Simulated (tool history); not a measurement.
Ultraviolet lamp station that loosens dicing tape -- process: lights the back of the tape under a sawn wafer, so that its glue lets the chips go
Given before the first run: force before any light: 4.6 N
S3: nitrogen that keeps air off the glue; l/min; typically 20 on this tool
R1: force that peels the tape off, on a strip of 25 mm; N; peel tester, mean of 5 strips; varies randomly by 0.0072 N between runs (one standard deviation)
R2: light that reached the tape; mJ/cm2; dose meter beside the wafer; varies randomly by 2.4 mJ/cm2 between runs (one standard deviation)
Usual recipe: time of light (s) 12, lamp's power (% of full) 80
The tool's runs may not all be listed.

run 1 hour=0.0 | time_of_light_(s)=12 lamp's_power_(%_of_full)=80 S3=20 | R1=0.295 R2=239
run 2 hour=4.3 | time_of_light_(s)=12 lamp's_power_(%_of_full)=80 S3=20 | R1=0.275 R2=239
run 3 hour=11.6 | time_of_light_(s)=8 lamp's_power_(%_of_full)=80 S3=20 | R1=0.556 R2=157
run 4 hour=20.3 | time_of_light_(s)=8 lamp's_power_(%_of_full)=67 S3=20 | R1=0.727 R2=132
run 5 hour=25.9 | time_of_light_(s)=16 lamp's_power_(%_of_full)=67 S3=20 | R1=0.246 R2=264
run 6 hour=34.7 | time_of_light_(s)=16 lamp's_power_(%_of_full)=67 S3=20 | R1=0.243 R2=263
run 7 hour=43.2 | time_of_light_(s)=12 lamp's_power_(%_of_full)=90 S3=20 | R1=0.247 R2=263
run 8 hour=50.1 | time_of_light_(s)=12 lamp's_power_(%_of_full)=61 S3=20 | R1=0.416 R2=180
run 9 hour=59.6 | time_of_light_(s)=12 lamp's_power_(%_of_full)=61 S3=20 | R1=0.449 R2=178
-- hour=60.9 window cleaned of glue's vapour
run 10 hour=66.4 | time_of_light_(s)=12 lamp's_power_(%_of_full)=61 S3=20 | R1=0.449 R2=171
run 11 hour=72.5 | time_of_light_(s)=12 lamp's_power_(%_of_full)=61 S3=20 | R1=0.453 R2=176
run 12 hour=76.4 | time_of_light_(s)=12 lamp's_power_(%_of_full)=80 S3=20 | R1=0.294 R2=227
run 13 hour=82.3 | time_of_light_(s)=12 lamp's_power_(%_of_full)=80 S3=20 | R1=0.309 R2=228
run 14 hour=87.1 | time_of_light_(s)=12 lamp's_power_(%_of_full)=80 S3=20 | R1=0.297 R2=225
run 15 hour=91.1 | time_of_light_(s)=15 lamp's_power_(%_of_full)=69 S3=20 | R1=0.279 R2=244
run 16 hour=95.2 | time_of_light_(s)=7 lamp's_power_(%_of_full)=75 S3=8 | R1=1.175 R2=124
run 17 hour=100.2 | time_of_light_(s)=7 lamp's_power_(%_of_full)=75 S3=8 | R1=1.207 R2=125
run 18 hour=108.1 | time_of_light_(s)=12 lamp's_power_(%_of_full)=80 S3=31 | R1=0.257 R2=228
run 19 hour=114.9 | time_of_light_(s)=15 lamp's_power_(%_of_full)=66 S3=31 | R1=0.267 R2=231
-- hour=119.1 window cleaned of glue's vapour, once more
run 20 hour=123.6 | time_of_light_(s)=12 lamp's_power_(%_of_full)=80 S3=23 | R1=0.260 R2=239
run 21 hour=131.4 | time_of_light_(s)=12 lamp's_power_(%_of_full)=80 S3=23 | R1=0.267 R2=239
run 22 hour=136.5 | time_of_light_(s)=12 lamp's_power_(%_of_full)=80 S3=23 | R1=0.271 R2=237
run 23 hour=146.0 | time_of_light_(s)=12 lamp's_power_(%_of_full)=93 S3=10 | R1=0.310 R2=281
run 24 hour=152.3 | time_of_light_(s)=12 lamp's_power_(%_of_full)=93 S3=10 | R1=0.290 R2=278
run 25 hour=159.9 | time_of_light_(s)=11 lamp's_power_(%_of_full)=93 S3=10 | R1=0.360 R2=257

Consider 4 possible next runs. They are alternatives, not a sequence: every one starts from the tool as it was left by run 25. What does each give?
run A hour=166.7 | time_of_light_(s)=7 lamp's_power_(%_of_full)=71 S3=7 | R1=? R2=?
run B hour=166.7 | time_of_light_(s)=12 lamp's_power_(%_of_full)=86 S3=21 | R1=? R2=?
run C hour=166.7 | time_of_light_(s)=11 lamp's_power_(%_of_full)=93 S3=24 | R1=? R2=?
run D hour=166.7 | time_of_light_(s)=12 lamp's_power_(%_of_full)=80 S3=20 | R1=? R2=?

run=A R1=1.268 R2=126
run=B R1=0.254 R2=257
run=C R1=0.239 R2=254
run=D R1=0.285 R2=240
The same runs, with their run-to-run variation unchanged, on a tool lacking any hidden condition would have given:
run=A R1=1.161 R2=135
run=B R1=0.235 R2=277
run=C R1=0.223 R2=273
run=D R1=0.261 R2=257
